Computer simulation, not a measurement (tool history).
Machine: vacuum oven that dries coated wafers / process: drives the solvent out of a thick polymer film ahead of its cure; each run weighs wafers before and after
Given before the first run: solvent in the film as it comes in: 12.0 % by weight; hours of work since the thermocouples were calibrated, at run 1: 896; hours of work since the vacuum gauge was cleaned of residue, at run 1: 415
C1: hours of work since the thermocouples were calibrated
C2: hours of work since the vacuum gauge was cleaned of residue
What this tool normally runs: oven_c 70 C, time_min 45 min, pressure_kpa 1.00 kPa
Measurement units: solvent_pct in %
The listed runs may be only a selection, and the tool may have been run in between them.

{"run": 1, "day": 0.0, "oven_c": 70, "time_min": 45, "pressure_kpa": 1.0, "C1": 896, "C2": 415, "solvent_pct": 1.18}
{"run": 2, "day": 1.721, "oven_c": 84, "time_min": 45, "pressure_kpa": 1.0, "C1": 918, "C2": 437, "solvent_pct": 0.36}
{"run": 3, "day": 3.1, "oven_c": 84, "time_min": 45, "pressure_kpa": 1.0, "C1": 936, "C2": 455, "solvent_pct": 0.37}
{"run": 4, "day": 4.962, "oven_c": 84, "time_min": 45, "pressure_kpa": 1.0, "C1": 960, "C2": 478, "solvent_pct": 0.36}
{"run": 5, "day": 7.162, "oven_c": 84, "time_min": 32, "pressure_kpa": 1.0, "C1": 988, "C2": 507, "solvent_pct": 0.39}
{"run": 6, "day": 9.071, "oven_c": 84, "time_min": 32, "pressure_kpa": 1.0, "C1": 1012, "C2": 531, "solvent_pct": 0.39}
{"run": 7, "day": 10.279, "oven_c": 70, "time_min": 45, "pressure_kpa": 1.0, "C1": 1028, "C2": 546, "solvent_pct": 1.17}
{"run": 8, "day": 11.821, "oven_c": 70, "time_min": 45, "pressure_kpa": 1.0, "C1": 1048, "C2": 566, "solvent_pct": 1.17}
{"day": 12.175, "done": "oven's thermocouples calibrated"}
{"run": 9, "day": 14.342, "oven_c": 70, "time_min": 45, "pressure_kpa": 1.0, "C1": 28, "C2": 597, "solvent_pct": 1.48}
{"run": 10, "day": 16.762, "oven_c": 70, "time_min": 45, "pressure_kpa": 0.66, "C1": 59, "C2": 628, "solvent_pct": 1.29}
{"run": 11, "day": 17.946, "oven_c": 70, "time_min": 44, "pressure_kpa": 0.66, "C1": 74, "C2": 644, "solvent_pct": 1.32}
{"run": 12, "day": 19.546, "oven_c": 76, "time_min": 32, "pressure_kpa": 1.1, "C1": 94, "C2": 664, "solvent_pct": 1.19}
{"run": 13, "day": 20.625, "oven_c": 76, "time_min": 32, "pressure_kpa": 1.1, "C1": 108, "C2": 678, "solvent_pct": 1.2}
{"run": 14, "day": 22.758, "oven_c": 76, "time_min": 32, "pressure_kpa": 1.1, "C1": 135, "C2": 705, "solvent_pct": 1.19}
{"run": 15, "day": 25.079, "oven_c": 74, "time_min": 45, "pressure_kpa": 0.89, "C1": 165, "C2": 735, "solvent_pct": 0.88}
{"run": 16, "day": 26.429, "oven_c": 77, "time_min": 32, "pressure_kpa": 0.79, "C1": 182, "C2": 752, "solvent_pct": 0.94}
{"run": 17, "day": 28.042, "oven_c": 57, "time_min": 38, "pressure_kpa": 1.09, "C1": 203, "C2": 773, "solvent_pct": 5.29}
{"run": 18, "day": 29.996, "oven_c": 83, "time_min": 29, "pressure_kpa": 1.14, "C1": 228, "C2": 798, "solvent_pct": 0.66}
{"run": 19, "day": 32.412, "oven_c": 76, "time_min": 45, "pressure_kpa": 1.55, "C1": 259, "C2": 829, "solvent_pct": 0.97}
{"run": 20, "day": 33.954, "oven_c": 80, "time_min": 45, "pressure_kpa": 2.64, "C1": 279, "C2": 848, "solvent_pct": 1.12}
{"run": 21, "day": 34.992, "oven_c": 62, "time_min": 81, "pressure_kpa": 1.19, "C1": 292, "C2": 862, "solvent_pct": 1.9}
{"run": 22, "day": 37.271, "oven_c": 73, "time_min": 30, "pressure_kpa": 1.0, "C1": 321, "C2": 891, "solvent_pct": 1.74}

Each row is a separate what-if for the run after 22, all from the same tool condition, not one after another. Results?
{"run": "A", "day": 38.833, "oven_c": 73, "time_min": 24, "pressure_kpa": 1.0, "C1": 341, "C2": 911, "solvent_pct": "?"}
{"run": "B", "day": 38.833, "oven_c": 65, "time_min": 48, "pressure_kpa": 0.6, "C1": 341, "C2": 911, "solvent_pct": "?"}
{"run": "C", "day": 38.833, "oven_c": 73, "time_min": 30, "pressure_kpa": 1.13, "C1": 341, "C2": 911, "solvent_pct": "?"}
{"run": "D", "day": 38.833, "oven_c": 63, "time_min": 51, "pressure_kpa": 1.0, "C1": 341, "C2": 911, "solvent_pct": "?"}

run=A solvent_pct=2.35
run=B solvent_pct=2.01
run=C solvent_pct=1.77
run=D solvent_pct=2.56
Without the tool's hidden state the same runs would have given:
run=A solvent_pct=2.30
run=B solvent_pct=1.90
run=C solvent_pct=1.70
run=D solvent_pct=2.45
